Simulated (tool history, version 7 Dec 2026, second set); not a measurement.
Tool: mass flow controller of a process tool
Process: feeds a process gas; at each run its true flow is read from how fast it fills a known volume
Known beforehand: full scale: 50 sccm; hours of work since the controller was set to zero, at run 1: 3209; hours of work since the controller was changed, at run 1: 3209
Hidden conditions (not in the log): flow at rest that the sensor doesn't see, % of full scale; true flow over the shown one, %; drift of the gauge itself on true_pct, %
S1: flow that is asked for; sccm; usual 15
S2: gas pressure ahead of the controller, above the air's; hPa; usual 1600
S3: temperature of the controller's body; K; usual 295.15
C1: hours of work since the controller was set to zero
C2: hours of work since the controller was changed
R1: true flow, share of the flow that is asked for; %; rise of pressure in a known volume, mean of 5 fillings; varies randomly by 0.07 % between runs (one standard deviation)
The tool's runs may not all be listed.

run    hour  S1    S2      S3    C1    C2     R1
  1       0  15  1600  295.15  3209  3209  98.61
  2   165.8  15  1600  295.15  3292  3292  98.67
  3   335.6   7  1600  295.15  3377  3377  98.36
  4   423.9  15  1600  295.15  3421  3421  98.58
  5   574.5  15  1600  302.15  3497  3497  98.46
  6   709.6  15  1600  295.15  3565  3565  98.67
  7   804.3  15  1600  295.15  3612  3612  98.72
  8   971.8  15  1600  295.15  3696  3696  98.84
  9  1116.5  15  1580  295.15  3769  3769  98.68
 10  1291.2  15  1580  295.15  3856  3856  98.79
 11  1408.3  15  1580  295.15  3915  3915  98.81
 12  1496.7  15  1600  303.15  3959  3959  98.64
 13  1654.5  24  2450  302.15  4038  4038  98.86
 14  1814.8   9  1600  304.15  4119  4119  98.53
 15  1950.7  15  1610  295.15  4187  4187  98.86
 16  2132.9  12  2500  313.15  4278  4278  97.96
 17  2323.2  12  2500  313.15  4373  4373  98.19
 18  2437.4   6  2410  310.15  4431  4431  97.85

Some steps in R1, run to run, broken into two amounts with sign: the step expected even without the hidden condition (settings, incoming material, random variation), and the rest, left for the hidden condition together with whatever gauge scatter is not in both the measured and the hidden-condition-free result:
Run 9 -> 10: settings left as they were, no log entry in between. R1 +0.11 %: hidden state +0.04, all else +0.07.
Run 15 -> 16: S1 15 -> 12, S2 1610 -> 2500, S3 295.15 -> 313.15. R1 -0.9 %: hidden state +0.03, all else -0.93.
